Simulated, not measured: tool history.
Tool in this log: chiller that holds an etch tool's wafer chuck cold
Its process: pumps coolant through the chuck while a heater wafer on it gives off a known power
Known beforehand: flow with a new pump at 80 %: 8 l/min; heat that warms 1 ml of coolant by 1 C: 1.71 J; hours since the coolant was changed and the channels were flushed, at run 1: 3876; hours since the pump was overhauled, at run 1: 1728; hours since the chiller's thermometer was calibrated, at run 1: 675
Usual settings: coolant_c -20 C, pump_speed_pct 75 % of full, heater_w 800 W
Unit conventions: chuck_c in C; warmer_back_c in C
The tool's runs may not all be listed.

| run | hour | coolant_c | pump_speed_pct | heater_w | hours since the coolant was changed and the channels were flushed | hours since the pump was overhauled | hours since the chiller's thermometer was calibrated | chuck_c | warmer_back_c |
|---|---|---|---|---|---|---|---|---|---|
| 1 | 0.0 | -20 | 75 | 800 | 3876 | 1728 | 675 | -12.28 | 3.89 |
| 2 | 68.2 | -13 | 75 | 800 | 3944 | 1796 | 744 | -5.22 | 3.83 |
| 3 | 129.2 | -13 | 75 | 800 | 4005 | 1857 | 805 | -5.26 | 3.89 |
| 4 | 182.7 | -20 | 73 | 800 | 4059 | 1911 | 858 | -12.16 | 3.97 |
| 5 | 273.4 | -20 | 75 | 800 | 4149 | 2001 | 949 | -12.31 | 3.86 |
| 6 | 329.3 | -17 | 75 | 800 | 4205 | 2057 | 1005 | -9.20 | 3.87 |
|  | 342.4 | coolant pump overhauled |
| 7 | 423.5 | -20 | 75 | 800 | 4294 | 81 | 1094 | -12.06 | 3.90 |
| 8 | 474.5 | -20 | 75 | 800 | 4345 | 132 | 1145 | -12.07 | 3.89 |
| 9 | 555.8 | -20 | 75 | 800 | 4427 | 213 | 1226 | -11.80 | 3.94 |
| 10 | 624.3 | -15 | 81 | 1051 | 4495 | 282 | 1295 | -5.03 | 4.78 |
| 11 | 687.2 | -15 | 81 | 1051 | 4558 | 345 | 1358 | -5.04 | 4.80 |
| 12 | 729.0 | -17 | 75 | 800 | 4600 | 387 | 1399 | -8.89 | 3.94 |
|  | 765.6 | coolant pump overhauled, once more |
| 13 | 811.7 | -29 | 63 | 543 | 4678 | 46 | 1477 | -22.87 | 2.95 |
| 14 | 853.1 | -29 | 63 | 543 | 4719 | 87 | 1518 | -22.85 | 3.01 |
| 15 | 912.4 | -29 | 63 | 885 | 4778 | 147 | 1578 | -19.15 | 4.89 |
| 16 | 952.5 | -26 | 75 | 564 | 4818 | 187 | 1618 | -20.50 | 2.65 |

Branching from run 16: 4 alternative next runs. What would each branch give?
| A | 1032.7 | -20 | 70 | 800 | 4899 | 267 | 1698 | ? | ? |
| B | 1032.7 | -20 | 84 | 472 | 4899 | 267 | 1698 | ? | ? |
| C | 1032.7 | -20 | 75 | 1088 | 4899 | 267 | 1698 | ? | ? |
| D | 1032.7 | -17 | 68 | 876 | 4899 | 267 | 1698 | ? | ? |

| run | chuck_c | warmer_back_c |
|---|---|---|
| A | -11.77 | 3.96 |
| B | -15.81 | 1.98 |
| C | -9.32 | 5.08 |
| D | -7.85 | 4.48 |
With the hidden condition removed and each run's random variation left untouched, the same runs would have given:
| run | chuck_c | warmer_back_c |
|---|---|---|
| A | -12.74 | 3.97 |
| B | -16.39 | 1.98 |
| C | -10.54 | 5.09 |
| D | -8.92 | 4.49 |
